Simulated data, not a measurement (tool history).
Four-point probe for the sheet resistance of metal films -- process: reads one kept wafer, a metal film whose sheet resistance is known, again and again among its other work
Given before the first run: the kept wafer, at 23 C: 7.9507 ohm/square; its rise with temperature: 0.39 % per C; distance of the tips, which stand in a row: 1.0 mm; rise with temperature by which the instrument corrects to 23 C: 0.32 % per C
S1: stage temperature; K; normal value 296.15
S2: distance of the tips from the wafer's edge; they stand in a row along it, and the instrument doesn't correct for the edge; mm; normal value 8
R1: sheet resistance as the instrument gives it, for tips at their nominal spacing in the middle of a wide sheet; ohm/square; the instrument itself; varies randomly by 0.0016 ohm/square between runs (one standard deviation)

run,hour,S1,S2,R1
1,0.0,296.15,8,8.054861
2,42.9,296.15,8,8.057798
3,94.8,296.15,8,8.058301
4,145.4,300.15,8,8.080953
5,210.3,296.15,13,8.022795
6,239.8,296.15,13,8.019872
7,291.5,296.15,13,8.025934
8,345.5,296.15,32,8.005918
9,396.4,293.15,8,8.051077
10,455.6,293.15,8,8.059529
11,495.4,296.15,8,8.073916
12,559.5,296.15,8,8.078301
13,602.6,296.15,8,8.082149
14,662.2,304.15,8,8.122813
15,716.9,304.15,8,8.125096
16,779.1,304.15,8,8.131036
17,808.9,304.15,8,8.130639
18,839.1,304.15,8,8.130907
19,890.8,301.15,10,8.096716
20,942.3,292.15,8,8.074648
21,1000.8,307.15,6,8.204890
22,1028.2,299.15,19,8.062348
23,1084.9,293.15,39,8.022945
24,1145.9,293.15,39,8.024694
25,1188.9,293.15,39,8.025942
# hour 1195.1: stage's thermometer calibrated
26,1216.2,298.15,39,8.049139
# hour 1276.2: new probe head fitted
27,1283.3,298.15,39,7.936872
# hour 1324.1: stage's thermometer calibrated, once more
28,1326.7,292.15,66,7.925965
29,1365.2,296.15,29,7.944991
30,1405.1,300.15,20,7.977806
31,1441.4,300.15,7,8.054864
32,1489.2,296.15,69,7.951618
33,1545.9,296.15,69,7.954761
34,1584.6,296.15,69,7.955367
35,1614.9,292.15,29,7.939569
36,1666.1,303.15,23,8.002721

3 ways to go on from here, each from the tool as it stands after run 36. What would each give?
A,1708.2,297.15,31,?
B,1708.2,306.15,6,?
C,1708.2,296.15,28,?

run,R1
A,7.969939
B,8.131391
C,7.966631
Without the tool's unlogged condition, the same runs would have read:
run,R1
A,7.961170
B,8.122375
C,7.957876
